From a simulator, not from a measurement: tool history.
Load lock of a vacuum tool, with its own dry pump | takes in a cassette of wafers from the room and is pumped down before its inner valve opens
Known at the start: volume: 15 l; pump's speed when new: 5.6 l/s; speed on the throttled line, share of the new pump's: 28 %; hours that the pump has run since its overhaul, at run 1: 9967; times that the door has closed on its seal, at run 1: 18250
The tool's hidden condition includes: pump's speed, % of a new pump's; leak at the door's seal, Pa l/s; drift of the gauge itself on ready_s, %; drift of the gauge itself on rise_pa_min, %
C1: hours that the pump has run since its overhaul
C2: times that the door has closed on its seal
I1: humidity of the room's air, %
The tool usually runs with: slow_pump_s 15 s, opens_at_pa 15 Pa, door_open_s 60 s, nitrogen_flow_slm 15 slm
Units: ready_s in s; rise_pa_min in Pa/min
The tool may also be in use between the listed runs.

run 1 day=0.000 | slow_pump_s=15 opens_at_pa=15 door_open_s=60 nitrogen_flow_slm=15 | C1=9967 C2=18250 | I1=44.5 | ready_s=37.8 rise_pa_min=0.166
run 2 day=6.846 | slow_pump_s=15 opens_at_pa=15 door_open_s=60 nitrogen_flow_slm=15 | C1=10132 C2=18700 | I1=46.3 | ready_s=38.6 rise_pa_min=0.169
run 3 day=14.450 | slow_pump_s=15 opens_at_pa=15 door_open_s=60 nitrogen_flow_slm=15 | C1=10314 C2=19200 | I1=49.4 | ready_s=38.4 rise_pa_min=0.189
run 4 day=21.871 | slow_pump_s=15 opens_at_pa=15 door_open_s=60 nitrogen_flow_slm=8 | C1=10492 C2=19688 | I1=43.0 | ready_s=37.4 rise_pa_min=0.189
run 5 day=28.617 | slow_pump_s=15 opens_at_pa=15 door_open_s=60 nitrogen_flow_slm=8 | C1=10654 C2=20132 | I1=43.9 | ready_s=38.1 rise_pa_min=0.201
run 6 day=34.458 | slow_pump_s=15 opens_at_pa=15 door_open_s=60 nitrogen_flow_slm=15 | C1=10794 C2=20516 | I1=43.9 | ready_s=38.5 rise_pa_min=0.179
run 7 day=40.367 | slow_pump_s=15 opens_at_pa=15 door_open_s=60 nitrogen_flow_slm=15 | C1=10936 C2=20905 | I1=45.0 | ready_s=38.2 rise_pa_min=0.190
run 8 day=47.758 | slow_pump_s=15 opens_at_pa=15 door_open_s=155 nitrogen_flow_slm=15 | C1=11113 C2=21391 | I1=44.4 | ready_s=38.0 rise_pa_min=0.230
run 9 day=54.988 | slow_pump_s=15 opens_at_pa=15 door_open_s=155 nitrogen_flow_slm=15 | C1=11287 C2=21866 | I1=48.2 | ready_s=38.2 rise_pa_min=0.224
run 10 day=62.671 | slow_pump_s=15 opens_at_pa=15 door_open_s=28 nitrogen_flow_slm=15 | C1=11471 C2=22371 | I1=45.8 | ready_s=38.1 rise_pa_min=0.186
run 11 day=67.725 | slow_pump_s=15 opens_at_pa=30 door_open_s=60 nitrogen_flow_slm=15 | C1=11593 C2=22704 | I1=43.8 | ready_s=35.7 rise_pa_min=0.205
run 12 day=71.042 | slow_pump_s=15 opens_at_pa=30 door_open_s=60 nitrogen_flow_slm=15 | C1=11672 C2=22922 | I1=46.8 | ready_s=36.5 rise_pa_min=0.208
run 13 day=75.712 | slow_pump_s=15 opens_at_pa=30 door_open_s=60 nitrogen_flow_slm=15 | C1=11784 C2=23229 | I1=46.7 | ready_s=36.2 rise_pa_min=0.208
run 14 day=80.533 | slow_pump_s=8 opens_at_pa=15 door_open_s=60 nitrogen_flow_slm=15 | C1=11900 C2=23546 | I1=43.5 | ready_s=34.4 rise_pa_min=0.214
run 15 day=88.104 | slow_pump_s=8 opens_at_pa=15 door_open_s=60 nitrogen_flow_slm=15 | C1=12082 C2=24044 | I1=45.1 | ready_s=33.7 rise_pa_min=0.216
run 16 day=94.217 | slow_pump_s=15 opens_at_pa=15 door_open_s=60 nitrogen_flow_slm=15 | C1=12228 C2=24446 | I1=43.5 | ready_s=38.9 rise_pa_min=0.213
run 17 day=102.104 | slow_pump_s=15 opens_at_pa=10 door_open_s=60 nitrogen_flow_slm=15 | C1=12418 C2=24964 | I1=45.5 | ready_s=39.5 rise_pa_min=0.227
run 18 day=108.192 | slow_pump_s=15 opens_at_pa=10 door_open_s=51 nitrogen_flow_slm=15 | C1=12564 C2=25365 | I1=43.1 | ready_s=39.9 rise_pa_min=0.237
run 19 day=113.588 | slow_pump_s=15 opens_at_pa=10 door_open_s=51 nitrogen_flow_slm=15 | C1=12693 C2=25719 | I1=44.2 | ready_s=40.0 rise_pa_min=0.226
run 20 day=121.104 | slow_pump_s=15 opens_at_pa=10 door_open_s=51 nitrogen_flow_slm=15 | C1=12874 C2=26214 | I1=43.6 | ready_s=39.8 rise_pa_min=0.240
run 21 day=128.900 | slow_pump_s=11 opens_at_pa=18 door_open_s=60 nitrogen_flow_slm=15 | C1=13061 C2=26726 | I1=44.7 | ready_s=35.6 rise_pa_min=0.243
run 22 day=134.950 | slow_pump_s=27 opens_at_pa=30 door_open_s=153 nitrogen_flow_slm=21 | C1=13206 C2=27124 | I1=45.7 | ready_s=44.5 rise_pa_min=0.265
run 23 day=139.538 | slow_pump_s=27 opens_at_pa=30 door_open_s=153 nitrogen_flow_slm=21 | C1=13316 C2=27426 | I1=46.0 | ready_s=44.6 rise_pa_min=0.269
run 24 day=143.146 | slow_pump_s=17 opens_at_pa=15 door_open_s=58 nitrogen_flow_slm=4 | C1=13403 C2=27663 | I1=42.5 | ready_s=40.5 rise_pa_min=0.277
run 25 day=150.150 | slow_pump_s=17 opens_at_pa=15 door_open_s=108 nitrogen_flow_slm=4 | C1=13571 C2=28124 | I1=46.3 | ready_s=40.7 rise_pa_min=0.319
run 26 day=157.858 | slow_pump_s=15 opens_at_pa=14 door_open_s=60 nitrogen_flow_slm=14 | C1=13756 C2=28631 | I1=44.4 | ready_s=38.9 rise_pa_min=0.271
run 27 day=161.658 | slow_pump_s=19 opens_at_pa=18 door_open_s=44 nitrogen_flow_slm=15 | C1=13847 C2=28880 | I1=48.0 | ready_s=41.5 rise_pa_min=0.264
run 28 day=168.512 | slow_pump_s=9 opens_at_pa=18 door_open_s=44 nitrogen_flow_slm=15 | C1=14011 C2=29331 | I1=43.9 | ready_s=34.6 rise_pa_min=0.271
run 29 day=173.696 | slow_pump_s=15 opens_at_pa=19 door_open_s=60 nitrogen_flow_slm=7 | C1=14136 C2=29672 | I1=48.3 | ready_s=38.5 rise_pa_min=0.304
run 30 day=178.054 | slow_pump_s=29 opens_at_pa=26 door_open_s=60 nitrogen_flow_slm=20 | C1=14240 C2=29958 | I1=47.6 | ready_s=46.1 rise_pa_min=0.284
run 31 day=184.300 | slow_pump_s=29 opens_at_pa=26 door_open_s=60 nitrogen_flow_slm=20 | C1=14390 C2=30369 | I1=44.7 | ready_s=47.1 rise_pa_min=0.280
run 32 day=192.162 | slow_pump_s=29 opens_at_pa=26 door_open_s=167 nitrogen_flow_slm=20 | C1=14579 C2=30886 | I1=46.3 | ready_s=46.7 rise_pa_min=0.311
run 33 day=197.262 | slow_pump_s=13 opens_at_pa=15 door_open_s=60 nitrogen_flow_slm=40 | C1=14701 C2=31221 | I1=41.3 | ready_s=38.3 rise_pa_min=0.269
run 34 day=203.946 | slow_pump_s=9 opens_at_pa=12 door_open_s=125 nitrogen_flow_slm=40 | C1=14862 C2=31661 | I1=45.4 | ready_s=36.0 rise_pa_min=0.280
run 35 day=208.621 | slow_pump_s=15 opens_at_pa=15 door_open_s=119 nitrogen_flow_slm=15 | C1=14974 C2=31969 | I1=44.3 | ready_s=39.9 rise_pa_min=0.318
run 36 day=215.667 | slow_pump_s=8 opens_at_pa=15 door_open_s=206 nitrogen_flow_slm=12 | C1=15143 C2=32432 | I1=46.5 | ready_s=35.9 rise_pa_min=0.361
run 37 day=221.696 | slow_pump_s=15 opens_at_pa=15 door_open_s=60 nitrogen_flow_slm=29 | C1=15288 C2=32828 | I1=47.6 | ready_s=39.6 rise_pa_min=0.298

How would selected steps in ready_s from run to run divide? Give the signed amount a tool lacking its hidden state would still show from settings, what came in and random variation, and the signed amount left for the hidden state, including any gauge scatter that is not in both of the compared results.
Run 21 -> 22: slow_pump_s 11 -> 27, opens_at_pa 18 -> 30, door_open_s 60 -> 153, nitrogen_flow_slm 15 -> 21. ready_s +8.9 s: hidden state -1.1, all else +10.0.
Run 23 -> 24: slow_pump_s 27 -> 17, opens_at_pa 30 -> 15, door_open_s 153 -> 58, nitrogen_flow_slm 21 -> 4. ready_s -4.1 s: hidden state +1.2, all else -5.3.
Run 29 -> 30: slow_pump_s 15 -> 29, opens_at_pa 19 -> 26, nitrogen_flow_slm 7 -> 20. ready_s +7.6 s: hidden state -1.1, all else +8.7.
Run 32 -> 33: slow_pump_s 29 -> 13, opens_at_pa 26 -> 15, door_open_s 167 -> 60, nitrogen_flow_slm 20 -> 40. ready_s -8.4 s: hidden state +1.5, all else -9.9.
